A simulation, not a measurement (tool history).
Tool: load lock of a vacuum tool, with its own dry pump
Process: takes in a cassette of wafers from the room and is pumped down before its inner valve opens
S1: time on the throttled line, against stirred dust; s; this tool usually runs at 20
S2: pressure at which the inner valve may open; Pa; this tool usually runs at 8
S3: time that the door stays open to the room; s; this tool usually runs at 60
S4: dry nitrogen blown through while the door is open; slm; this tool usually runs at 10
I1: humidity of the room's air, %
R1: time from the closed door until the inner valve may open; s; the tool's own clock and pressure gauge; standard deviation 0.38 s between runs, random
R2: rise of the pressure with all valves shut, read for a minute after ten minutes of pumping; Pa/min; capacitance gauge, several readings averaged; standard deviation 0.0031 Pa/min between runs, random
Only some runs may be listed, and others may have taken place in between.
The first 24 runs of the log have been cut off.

run 25 hour=1896.9 | S1=21 S2=13 S3=72 S4=6 | I1=49.2 | R1=37.9 R2=0.108
run 26 hour=1988.3 | S1=21 S2=13 S3=72 S4=6 | I1=44.6 | R1=37.3 R2=0.102
run 27 hour=2076.6 | S1=39 S2=8 S3=60 S4=10 | I1=43.1 | R1=53.2 R2=0.070
run 28 hour=2152.7 | S1=20 S2=8 S3=83 S4=12 | I1=44.2 | R1=38.0 R2=0.089
run 29 hour=2241.5 | S1=29 S2=10 S3=82 S4=17 | I1=42.5 | R1=44.7 R2=0.072
run 30 hour=2341.5 | S1=20 S2=10 S3=60 S4=10 | I1=46.4 | R1=38.1 R2=0.077
run 31 hour=2443.0 | S1=17 S2=10 S3=60 S4=10 | I1=46.2 | R1=35.5 R2=0.075
run 32 hour=2514.0 | S1=17 S2=10 S3=60 S4=10 | I1=44.0 | R1=35.1 R2=0.079
run 33 hour=2621.6 | S1=17 S2=10 S3=60 S4=10 | I1=45.7 | R1=35.7 R2=0.080
run 34 hour=2696.7 | S1=21 S2=10 S3=60 S4=30 | I1=46.1 | R1=39.0 R2=0.048
run 35 hour=2790.3 | S1=21 S2=10 S3=60 S4=30 | I1=43.0 | R1=38.6 R2=0.045
run 36 hour=2865.5 | S1=21 S2=10 S3=60 S4=30 | I1=47.8 | R1=38.1 R2=0.049

Consider 5 possible next runs. They are alternatives, not a sequence: every one starts from the tool as it was left by run 36. What does each give?
run A hour=2916.4 | S1=31 S2=8 S3=60 S4=10 | I1=44.1 | R1=? R2=?
run B hour=2916.4 | S1=21 S2=10 S3=110 S4=30 | I1=44.5 | R1=? R2=?
run C hour=2916.4 | S1=21 S2=15 S3=165 S4=15 | I1=44.6 | R1=? R2=?
run D hour=2916.4 | S1=28 S2=8 S3=113 S4=8 | I1=44.5 | R1=? R2=?
run E hour=2916.4 | S1=16 S2=9 S3=31 S4=30 | I1=44.3 | R1=? R2=?

run=A R1=48.0 R2=0.075
run=B R1=38.4 R2=0.075
run=C R1=37.5 R2=0.133
run=D R1=45.4 R2=0.125
run=E R1=35.3 R2=0.034
With no hidden state in the tool, these same runs would have given:
run=A R1=48.0 R2=0.075
run=B R1=38.4 R2=0.075
run=C R1=37.5 R2=0.132
run=D R1=45.4 R2=0.124
run=E R1=35.3 R2=0.033

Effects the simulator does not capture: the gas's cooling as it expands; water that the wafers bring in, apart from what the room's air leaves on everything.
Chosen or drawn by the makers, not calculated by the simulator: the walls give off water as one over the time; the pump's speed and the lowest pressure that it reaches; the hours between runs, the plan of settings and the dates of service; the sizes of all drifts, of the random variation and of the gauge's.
